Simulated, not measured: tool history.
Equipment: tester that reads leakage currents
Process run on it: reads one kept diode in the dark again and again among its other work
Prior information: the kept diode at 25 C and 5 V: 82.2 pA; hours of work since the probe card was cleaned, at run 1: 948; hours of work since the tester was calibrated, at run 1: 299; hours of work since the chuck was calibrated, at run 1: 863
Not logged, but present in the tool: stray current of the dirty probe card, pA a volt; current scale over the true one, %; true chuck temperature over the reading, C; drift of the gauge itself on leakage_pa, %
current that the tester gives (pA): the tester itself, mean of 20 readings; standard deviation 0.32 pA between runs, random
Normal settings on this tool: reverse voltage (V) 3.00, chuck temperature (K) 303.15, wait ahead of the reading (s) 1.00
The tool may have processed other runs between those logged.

run    hour  reverse voltage (V)  chuck temperature (K)  wait ahead of the reading (s)  hours of work since the probe card was cleaned  hours of work since the tester was calibrated  hours of work since the chuck was calibrated  current that the tester gives (pA)
  1     0.0                 3.00                 303.15                           1.00                                             948                                            299                                           863                              112.62
  2    43.7                 3.00                 303.15                           1.00                                             981                                            332                                           897                              113.05
  3    81.5                 3.00                 303.15                           1.00                                            1010                                            361                                           925                              113.14
  4   150.0                 3.00                 303.15                           1.00                                            1062                                            413                                           977                              113.17
  5   229.1                 3.00                 303.15                           1.00                                            1122                                            473                                          1037                              114.29
  6   315.8                 3.00                 303.15                           1.00                                            1187                                            539                                          1103                              114.68
      322.7  -- probe card cleaned and baked
  7   366.6                 3.00                 303.15                           1.00                                              33                                            575                                          1139                              115.54
  8   405.5                 3.00                 303.15                           1.00                                              63                                            605                                          1169                              115.49
  9   495.6                 3.00                 313.15                           1.00                                             131                                            673                                          1237                              280.60
      511.5  -- probe card cleaned and baked, once more
 10   575.6                 3.00                 313.15                           1.00                                              49                                            731                                          1296                              280.68
 11   630.3                 3.00                 319.15                           1.00                                              90                                            773                                          1337                              468.79
 12   680.3                 2.14                 319.15                           2.42                                             128                                            811                                          1375                              405.04
 13   748.2                 3.73                 303.15                           1.00                                             180                                            862                                          1427                              129.26
 14   799.0                 3.73                 299.15                           0.46                                             218                                            901                                          1466                               90.50
 15   857.3                 3.60                 299.15                           4.53                                             263                                            945                                          1510                               87.33
 16   898.8                14.37                 296.15                           0.46                                             294                                            977                                          1541                              129.34
 17   948.7                 3.26                 297.15                           2.16                                             332                                           1015                                          1579                               70.00
 18   987.1                 3.26                 297.15                           2.16                                             361                                           1044                                          1608                               70.02
 19  1026.3                 3.26                 297.15                           2.16                                             391                                           1074                                          1638                               70.21

Pick out some run-to-run changes in current that the tester gives (pA). Of each, how much would a tool without hidden state show as well, from the settings, what came in and chance, and how much is left for the hidden state and any gauge scatter not in both results compared?
Run 12 -> 13: reverse voltage (V) 2.14 -> 3.73, chuck temperature (K) 319.15 -> 303.15, wait ahead of the reading (s) 2.42 -> 1.00. current that the tester gives (pA) -275.78: hidden state -21.54, all else -254.24.
